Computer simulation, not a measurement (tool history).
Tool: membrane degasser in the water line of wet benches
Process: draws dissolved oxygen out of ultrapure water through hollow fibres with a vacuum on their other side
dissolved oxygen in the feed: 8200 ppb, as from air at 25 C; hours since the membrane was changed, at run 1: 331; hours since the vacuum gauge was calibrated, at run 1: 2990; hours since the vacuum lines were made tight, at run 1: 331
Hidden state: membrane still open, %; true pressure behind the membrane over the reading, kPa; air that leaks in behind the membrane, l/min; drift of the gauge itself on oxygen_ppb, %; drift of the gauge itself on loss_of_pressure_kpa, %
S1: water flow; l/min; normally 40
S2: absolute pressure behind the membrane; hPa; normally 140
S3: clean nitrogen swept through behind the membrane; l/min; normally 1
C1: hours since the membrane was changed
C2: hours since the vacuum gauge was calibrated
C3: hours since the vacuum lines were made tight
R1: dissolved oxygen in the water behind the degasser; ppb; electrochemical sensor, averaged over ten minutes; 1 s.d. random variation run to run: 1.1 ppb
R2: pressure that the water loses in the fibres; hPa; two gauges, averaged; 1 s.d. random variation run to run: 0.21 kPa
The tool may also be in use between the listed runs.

{"run": 1, "hour": 0.0, "S1": 40, "S2": 140, "S3": 1, "C1": 331, "C2": 2990, "C3": 331, "R1": 822.5, "R2": 499.6}
{"run": 2, "hour": 61.5, "S1": 40, "S2": 140, "S3": 1.23, "C1": 392, "C2": 3052, "C3": 392, "R1": 705.8, "R2": 499.8}
{"run": 3, "hour": 134.4, "S1": 40, "S2": 140, "S3": 1, "C1": 465, "C2": 3125, "C3": 465, "R1": 823.9, "R2": 499.8}
{"run": 4, "hour": 214.0, "S1": 40, "S2": 140, "S3": 1, "C1": 545, "C2": 3204, "C3": 545, "R1": 822.7, "R2": 501.3}
{"run": 5, "hour": 327.5, "S1": 40, "S2": 140, "S3": 0.53, "C1": 658, "C2": 3318, "C3": 658, "R1": 1260.3, "R2": 499.7}
{"run": 6, "hour": 435.7, "S1": 40, "S2": 140, "S3": 1, "C1": 766, "C2": 3426, "C3": 766, "R1": 823.5, "R2": 496.5}
{"run": 7, "hour": 550.0, "S1": 40, "S2": 140, "S3": 1, "C1": 881, "C2": 3540, "C3": 881, "R1": 824.2, "R2": 495.5}
{"run": 8, "hour": 664.8, "S1": 55, "S2": 140, "S3": 1, "C1": 995, "C2": 3655, "C3": 995, "R1": 1092.6, "R2": 688.3}
{"run": 9, "hour": 781.1, "S1": 40, "S2": 140, "S3": 0.88, "C1": 1112, "C2": 3771, "C3": 1112, "R1": 906.5, "R2": 499.6}
{"run": 10, "hour": 865.8, "S1": 40, "S2": 140, "S3": 1, "C1": 1196, "C2": 3856, "C3": 1196, "R1": 826, "R2": 502.4}
{"run": 11, "hour": 921.5, "S1": 40, "S2": 140, "S3": 1, "C1": 1252, "C2": 3912, "C3": 1252, "R1": 826.9, "R2": 501}
{"run": 12, "hour": 975.7, "S1": 40, "S2": 140, "S3": 1, "C1": 1306, "C2": 3966, "C3": 1306, "R1": 826.1, "R2": 499.2}
{"run": 13, "hour": 1035.7, "S1": 40, "S2": 140, "S3": 1, "C1": 1366, "C2": 4026, "C3": 1366, "R1": 828.4, "R2": 501.4}
{"run": 14, "hour": 1095.1, "S1": 58, "S2": 140, "S3": 1, "C1": 1426, "C2": 4085, "C3": 1426, "R1": 1145, "R2": 726.8}
{"run": 15, "hour": 1215.4, "S1": 40, "S2": 283, "S3": 1, "C1": 1546, "C2": 4206, "C3": 1546, "R1": 1703.2, "R2": 500.8}
{"run": 16, "hour": 1325.3, "S1": 40, "S2": 140, "S3": 1, "C1": 1656, "C2": 4315, "C3": 1656, "R1": 826, "R2": 497.7}
{"run": 17, "hour": 1458.1, "S1": 43, "S2": 171, "S3": 0.76, "C1": 1789, "C2": 4448, "C3": 1789, "R1": 1322.7, "R2": 537.2}
{"hour": 1530.0, "done": "gauge calibrated"}
{"run": 18, "hour": 1530.0, "S1": 29, "S2": 318, "S3": 1.13, "C1": 1861, "C2": 4520, "C3": 1861, "R1": 1360, "R2": 361.3}
{"run": 19, "hour": 1633.6, "S1": 29, "S2": 318, "S3": 1.13, "C1": 1964, "C2": 4624, "C3": 1964, "R1": 1361.7, "R2": 361}
{"run": 20, "hour": 1758.8, "S1": 55, "S2": 236, "S3": 1.13, "C1": 2089, "C2": 4749, "C3": 2089, "R1": 1678.3, "R2": 689.5}
{"run": 21, "hour": 1883.8, "S1": 30, "S2": 116, "S3": 1, "C1": 2214, "C2": 4874, "C3": 2214, "R1": 513.1, "R2": 373.9}
{"run": 22, "hour": 1991.5, "S1": 47, "S2": 96, "S3": 0.44, "C1": 2322, "C2": 4982, "C3": 2322, "R1": 998.6, "R2": 587.4}
{"run": 23, "hour": 2105.7, "S1": 47, "S2": 96, "S3": 0.44, "C1": 2436, "C2": 5096, "C3": 2436, "R1": 1002.7, "R2": 589.1}
{"hour": 2162.1, "done": "vacuum gauge calibrated"}
{"run": 24, "hour": 2220.5, "S1": 61, "S2": 255, "S3": 1.22, "C1": 2551, "C2": 58, "C3": 2551, "R1": 1863.8, "R2": 763.5}
{"run": 25, "hour": 2291.0, "S1": 44, "S2": 245, "S3": 0.49, "C1": 2621, "C2": 129, "C3": 2621, "R1": 2455.7, "R2": 548.8}
{"run": 26, "hour": 2418.2, "S1": 35, "S2": 140, "S3": 0.67, "C1": 2748, "C2": 256, "C3": 2748, "R1": 988, "R2": 435.7}
{"run": 27, "hour": 2546.8, "S1": 49, "S2": 140, "S3": 0.53, "C1": 2877, "C2": 385, "C3": 2877, "R1": 1457.6, "R2": 613.6}
{"run": 28, "hour": 2622.1, "S1": 49, "S2": 140, "S3": 0.53, "C1": 2952, "C2": 460, "C3": 2952, "R1": 1460.2, "R2": 608.9}
{"run": 29, "hour": 2703.6, "S1": 49, "S2": 140, "S3": 0.53, "C1": 3034, "C2": 541, "C3": 3034, "R1": 1457.7, "R2": 613.6}
{"run": 30, "hour": 2799.7, "S1": 26, "S2": 126, "S3": 0.57, "C1": 3130, "C2": 638, "C3": 3130, "R1": 782, "R2": 325.2}
{"run": 31, "hour": 2873.5, "S1": 55, "S2": 121, "S3": 0.57, "C1": 3204, "C2": 711, "C3": 3204, "R1": 1299.4, "R2": 686.6}
{"run": 32, "hour": 2973.8, "S1": 55, "S2": 121, "S3": 0.57, "C1": 3304, "C2": 812, "C3": 3304, "R1": 1299.3, "R2": 685.3}

Take each entry between the runs: how does the hidden state at the last listed run before it differ from the hidden state at the first listed run after it?
After run 17, before run 18: gauge calibrated (hour 1530)
  drift of the gauge itself on oxygen_ppb, %: 0.79 -> 0
  measured value less the no-hidden-state value, R1: +10.4 -> +0.1 ppb
After run 23, before run 24: vacuum gauge calibrated (hour 2162.1)
  drift of the gauge itself on oxygen_ppb, %: 0.31 -> 0.37
  measured value less the no-hidden-state value, R1: +3.1 -> +7 ppb

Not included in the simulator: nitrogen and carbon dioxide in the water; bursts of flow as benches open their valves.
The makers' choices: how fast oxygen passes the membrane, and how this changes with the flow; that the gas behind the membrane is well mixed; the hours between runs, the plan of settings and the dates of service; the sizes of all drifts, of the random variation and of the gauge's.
